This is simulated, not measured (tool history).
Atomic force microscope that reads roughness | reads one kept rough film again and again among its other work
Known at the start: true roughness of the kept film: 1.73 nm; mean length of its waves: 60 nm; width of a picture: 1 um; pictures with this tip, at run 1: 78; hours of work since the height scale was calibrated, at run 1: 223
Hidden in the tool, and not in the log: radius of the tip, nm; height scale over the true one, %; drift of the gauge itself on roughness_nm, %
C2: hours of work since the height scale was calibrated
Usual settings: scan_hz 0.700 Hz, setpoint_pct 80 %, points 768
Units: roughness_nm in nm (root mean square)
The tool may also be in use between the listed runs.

{"run": 1, "hour": 0.0, "scan_hz": 0.7, "setpoint_pct": 80, "points": 768, "pictures with this tip": 78, "C2": 223, "roughness_nm": 1.492}
{"hour": 7.2, "done": "new tip fitted"}
{"run": 2, "hour": 8.6, "scan_hz": 0.61, "setpoint_pct": 80, "points": 768, "pictures with this tip": 1, "C2": 228, "roughness_nm": 1.582}
{"run": 3, "hour": 20.7, "scan_hz": 0.7, "setpoint_pct": 80, "points": 857, "pictures with this tip": 16, "C2": 234, "roughness_nm": 1.562}
{"run": 4, "hour": 33.7, "scan_hz": 0.7, "setpoint_pct": 80, "points": 857, "pictures with this tip": 31, "C2": 242, "roughness_nm": 1.54}
{"run": 5, "hour": 46.7, "scan_hz": 0.7, "setpoint_pct": 80, "points": 857, "pictures with this tip": 46, "C2": 249, "roughness_nm": 1.528}
{"run": 6, "hour": 56.0, "scan_hz": 1.423, "setpoint_pct": 80, "points": 768, "pictures with this tip": 57, "C2": 254, "roughness_nm": 1.409}
{"run": 7, "hour": 63.3, "scan_hz": 0.506, "setpoint_pct": 80, "points": 768, "pictures with this tip": 66, "C2": 258, "roughness_nm": 1.547}
{"run": 8, "hour": 71.0, "scan_hz": 0.506, "setpoint_pct": 80, "points": 768, "pictures with this tip": 75, "C2": 262, "roughness_nm": 1.535}
{"hour": 80.4, "done": "new tip fitted"}
{"run": 9, "hour": 81.8, "scan_hz": 0.506, "setpoint_pct": 80, "points": 768, "pictures with this tip": 1, "C2": 268, "roughness_nm": 1.598}
{"run": 10, "hour": 90.1, "scan_hz": 0.506, "setpoint_pct": 80, "points": 768, "pictures with this tip": 11, "C2": 272, "roughness_nm": 1.601}
{"run": 11, "hour": 104.2, "scan_hz": 0.7, "setpoint_pct": 78, "points": 768, "pictures with this tip": 28, "C2": 280, "roughness_nm": 1.558}
{"run": 12, "hour": 118.4, "scan_hz": 1.131, "setpoint_pct": 80, "points": 768, "pictures with this tip": 44, "C2": 288, "roughness_nm": 1.468}
{"run": 13, "hour": 130.3, "scan_hz": 0.7, "setpoint_pct": 80, "points": 605, "pictures with this tip": 59, "C2": 294, "roughness_nm": 1.521}
{"run": 14, "hour": 142.1, "scan_hz": 0.7, "setpoint_pct": 80, "points": 768, "pictures with this tip": 72, "C2": 301, "roughness_nm": 1.512}
{"run": 15, "hour": 150.3, "scan_hz": 0.7, "setpoint_pct": 80, "points": 768, "pictures with this tip": 82, "C2": 305, "roughness_nm": 1.512}
{"hour": 153.6, "done": "new tip fitted"}
{"run": 16, "hour": 158.9, "scan_hz": 0.59, "setpoint_pct": 80, "points": 768, "pictures with this tip": 7, "C2": 309, "roughness_nm": 1.581}
{"run": 17, "hour": 169.6, "scan_hz": 0.7, "setpoint_pct": 80, "points": 659, "pictures with this tip": 19, "C2": 315, "roughness_nm": 1.555}
{"run": 18, "hour": 180.5, "scan_hz": 0.7, "setpoint_pct": 77, "points": 428, "pictures with this tip": 32, "C2": 321, "roughness_nm": 1.554}
{"run": 19, "hour": 189.4, "scan_hz": 3.897, "setpoint_pct": 59, "points": 592, "pictures with this tip": 43, "C2": 326, "roughness_nm": 1.458}
{"run": 20, "hour": 199.2, "scan_hz": 3.897, "setpoint_pct": 59, "points": 592, "pictures with this tip": 54, "C2": 331, "roughness_nm": 1.455}
{"run": 21, "hour": 207.2, "scan_hz": 0.598, "setpoint_pct": 76, "points": 664, "pictures with this tip": 64, "C2": 336, "roughness_nm": 1.542}
{"run": 22, "hour": 214.5, "scan_hz": 0.598, "setpoint_pct": 76, "points": 664, "pictures with this tip": 72, "C2": 340, "roughness_nm": 1.538}
{"run": 23, "hour": 220.6, "scan_hz": 0.598, "setpoint_pct": 76, "points": 664, "pictures with this tip": 80, "C2": 343, "roughness_nm": 1.537}
{"hour": 225.5, "done": "new tip fitted"}
{"run": 24, "hour": 230.3, "scan_hz": 0.598, "setpoint_pct": 76, "points": 664, "pictures with this tip": 5, "C2": 348, "roughness_nm": 1.598}
{"run": 25, "hour": 236.1, "scan_hz": 0.598, "setpoint_pct": 76, "points": 664, "pictures with this tip": 12, "C2": 351, "roughness_nm": 1.6}
{"run": 26, "hour": 247.3, "scan_hz": 0.598, "setpoint_pct": 76, "points": 664, "pictures with this tip": 25, "C2": 357, "roughness_nm": 1.587}
{"run": 27, "hour": 254.7, "scan_hz": 0.903, "setpoint_pct": 86, "points": 716, "pictures with this tip": 34, "C2": 362, "roughness_nm": 1.452}
{"run": 28, "hour": 261.7, "scan_hz": 1.701, "setpoint_pct": 80, "points": 768, "pictures with this tip": 43, "C2": 365, "roughness_nm": 1.383}
{"run": 29, "hour": 268.7, "scan_hz": 2.205, "setpoint_pct": 57, "points": 431, "pictures with this tip": 51, "C2": 369, "roughness_nm": 1.543}
{"run": 30, "hour": 276.7, "scan_hz": 2.248, "setpoint_pct": 72, "points": 990, "pictures with this tip": 60, "C2": 374, "roughness_nm": 1.399}
{"run": 31, "hour": 289.2, "scan_hz": 2.248, "setpoint_pct": 72, "points": 990, "pictures with this tip": 75, "C2": 380, "roughness_nm": 1.389}
{"hour": 298.5, "done": "new tip fitted"}
{"run": 32, "hour": 300.6, "scan_hz": 2.248, "setpoint_pct": 72, "points": 990, "pictures with this tip": 3, "C2": 386, "roughness_nm": 1.448}
{"run": 33, "hour": 309.7, "scan_hz": 1.477, "setpoint_pct": 87, "points": 596, "pictures with this tip": 14, "C2": 391, "roughness_nm": 1.365}

Hidden state at the last listed run before each entry between runs and at the first one after, where it differs:
Between runs 1 and 2: new tip fitted (hour 7.2)
  radius of the tip, nm: 40.1 -> 10.7; height scale over the true one, %: 0.18 -> 0.19
  measured less the result without the state, roughness_nm: -0.080 -> +0.001 nm (root mean square)
Between runs 8 and 9: new tip fitted (hour 80.4)
  radius of the tip, nm: 34.3 -> 10.3
  measured less the result without the state, roughness_nm: -0.066 -> +0.003 nm (root mean square)
Between runs 15 and 16: new tip fitted (hour 153.6)
  radius of the tip, nm: 36.9 -> 12.9
  measured less the result without the state, roughness_nm: -0.072 -> -0.005 nm (root mean square)
Between runs 23 and 24: new tip fitted (hour 225.5)
  radius of the tip, nm: 37.1 -> 11.8
  measured less the result without the state, roughness_nm: -0.073 -> -0.002 nm (root mean square)
Between runs 31 and 32: new tip fitted (hour 298.5)
  radius of the tip, nm: 35.6 -> 11.2
  measured less the result without the state, roughness_nm: -0.062 -> +0.001 nm (root mean square)
